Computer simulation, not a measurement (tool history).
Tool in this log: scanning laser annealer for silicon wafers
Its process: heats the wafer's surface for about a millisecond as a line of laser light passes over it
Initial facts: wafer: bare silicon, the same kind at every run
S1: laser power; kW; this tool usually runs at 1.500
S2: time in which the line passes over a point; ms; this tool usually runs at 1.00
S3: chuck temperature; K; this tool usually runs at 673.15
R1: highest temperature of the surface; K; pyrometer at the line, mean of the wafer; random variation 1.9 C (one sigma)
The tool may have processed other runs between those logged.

run	hour	S1	S2	S3	R1
1	0.0	1.500	1.00	673.15	1394.15
2	7.7	1.500	0.71	673.15	1271.15
3	15.5	1.500	1.00	694.15	1412.15
4	24.4	1.500	1.00	694.15	1412.15
5	30.4	1.500	1.00	694.15	1417.15
6	40.1	1.500	1.00	673.15	1395.15
7	47.1	1.500	1.00	673.15	1392.15
8	59.8	1.500	1.00	673.15	1388.15
9	70.9	1.500	1.00	673.15	1393.15
10	80.8	1.500	1.00	673.15	1394.15
11	88.7	1.500	1.00	640.15	1361.15
12	98.3	1.597	1.00	640.15	1416.15
13	104.6	1.597	1.00	640.15	1412.15
14	114.1	1.597	1.00	640.15	1410.15
15	127.3	1.597	1.00	640.15	1417.15
16	139.8	1.500	1.00	673.15	1395.15
17	145.5	1.500	1.00	673.15	1394.15
18	156.5	1.500	1.11	673.15	1431.15
19	168.8	1.500	1.11	673.15	1434.15
20	176.9	1.500	1.11	673.15	1434.15
21	188.6	1.631	1.02	704.15	1507.15
22	195.7	1.585	1.00	645.15	1413.15
23	204.8	1.447	1.24	677.15	1452.15
24	216.0	1.500	1.16	690.15	1466.15
25	224.9	1.500	1.00	704.15	1426.15
26	236.5	1.450	0.90	682.15	1333.15
27	242.0	1.576	1.25	709.15	1570.15
28	247.3	1.576	1.25	665.15	1529.15
29	258.3	1.611	0.88	695.15	1424.15
30	269.5	1.545	0.78	684.15	1333.15
31	279.0	1.545	0.78	684.15	1334.15
32	289.5	1.545	0.78	684.15	1335.15
33	298.4	1.400	0.78	708.15	1285.15
34	308.9	1.633	0.98	669.15	1454.15
35	317.5	1.466	0.74	674.15	1265.15
36	327.4	1.342	1.00	680.15	1315.15
37	334.8	1.342	1.00	680.15	1310.15
38	347.8	1.442	1.00	680.15	1366.15
39	355.7	1.442	1.00	680.15	1366.15
40	364.2	1.442	1.00	680.15	1365.15

Consider 3 possible next runs. They are alternatives, not a sequence: every one starts from the tool as it was left by run 40. What does each give?
A	373.0	1.525	0.71	687.15	?
B	373.0	1.551	0.95	691.15	?
C	373.0	1.528	1.00	673.15	?

run	R1
A	1294.15
B	1420.15
C	1409.15
Stripped of hidden state, with their random variation kept, the same runs would have yielded:
run	R1
A	1295.15
B	1420.15
C	1410.15
